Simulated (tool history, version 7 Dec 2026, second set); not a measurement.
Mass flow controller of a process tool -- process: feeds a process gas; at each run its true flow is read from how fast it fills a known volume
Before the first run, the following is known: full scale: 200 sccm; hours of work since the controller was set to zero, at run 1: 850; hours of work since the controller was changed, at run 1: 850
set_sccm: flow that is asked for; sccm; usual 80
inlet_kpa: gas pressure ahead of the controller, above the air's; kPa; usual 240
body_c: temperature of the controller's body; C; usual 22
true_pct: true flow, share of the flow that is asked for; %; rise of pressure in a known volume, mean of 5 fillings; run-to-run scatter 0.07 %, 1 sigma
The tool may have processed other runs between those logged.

run    hour  set_sccm  inlet_kpa  body_c  hours of work since the controller was set to zero  hours of work since the controller was changed  true_pct
  1     0.0        80        240      22                                                 850                                             850     99.34
  2   140.8        80        240      22                                                 932                                             932     99.31
  3   263.2        80        240      22                                                1003                                            1003     99.23
  4   367.2        80        240      22                                                1064                                            1064     99.12
  5   492.2        80        240      22                                                1136                                            1136     99.09
  6   563.5        80        240      27                                                1178                                            1178     98.81
  7   640.8        80        240      27                                                1223                                            1223     98.73
  8   731.0        80        240      22                                                1275                                            1275     99.17
  9   878.8       171        240      22                                                1362                                            1362     99.94
 10   949.9       171        240      22                                                1403                                            1403     99.84
 11  1054.3        80        240      23                                                1464                                            1464     98.98
 12  1136.0        80        240      23                                                1511                                            1511     98.84
 13  1244.4        80        240      23                                                1575                                            1575     98.73
 14  1324.6        80        240      23                                                1621                                            1621     98.76
 15  1410.4        80        240      23                                                1671                                            1671     98.75
 16  1495.8        80        240      23                                                1721                                            1721     98.80
 17  1577.2        80        240      22                                                1768                                            1768     98.80
 18  1721.9        80        243      22                                                1853                                            1853     98.86
 19  1815.9        80        240      22                                                1908                                            1908     98.79
 20  1940.6        80        240      22                                                1980                                            1980     98.73
 21  2071.8        80        240      22                                                2057                                            2057     98.61
 22  2162.7        80        240      22                                                2110                                            2110     98.63
 23  2277.6        80        240      22                                                2177                                            2177     98.56
 24  2372.5        80        154      35                                                2232                                            2232     97.16
 25  2455.3        35        265      35                                                2280                                            2280     97.62
 26  2592.3        35        265      35                                                2360                                            2360     97.43
 27  2732.2        42        265      35                                                2441                                            2441     97.51
 28  2833.4        39        214      29                                                2500                                            2500     97.53
 29  2903.5        76        145      25                                                2541                                            2541     97.68
 30  3047.0       134        247      28                                                2625                                            2625     98.58
 31  3153.5        34        143      28                                                2687                                            2687     96.90
 32  3222.3        30        171      29                                                2727                                            2727     96.97
 33  3332.2        61        178      35                                                2791                                            2791     96.86
     3380.0  -- gauge calibrated
 34  3440.1        64        181      38                                                2854                                            2854     97.78
 35  3553.6        64        164      32                                                2920                                            2920     97.92
 36  3663.8        28        213      32                                                2984                                            2984     97.81
 37  3770.2        80        203      35                                                3046                                            3046     98.03
 38  3909.4        52        240      37                                                3127                                            3127     98.04
 39  3977.4        32        243      31                                                3167                                            3167     98.09
 40  4053.1        80        177      29                                                3211                                            3211     98.22
 41  4183.9       100        153      38                                                3287                                            3287     97.59
 42  4328.2        46        269      22                                                3371                                            3371     98.81
 43  4419.5        46        269      22                                                3424                                            3424     98.85
 44  4537.2       129        240      22                                                3493                                            3493     99.31
 45  4652.8        80        174      22                                                3560                                            3560     98.42

Describe how what the log doesn't record of the tool's condition differs between the last listed run preceding each entry between runs and the first listed run following it.
Runs 33 to 34: gauge calibrated (hour 3380.0)
  drift of the gauge itself on true_pct, %: -0.97 -> -0.02
  the result without the hidden state subtracted from the measured one, true_pct: -0.94 -> -0.01 %
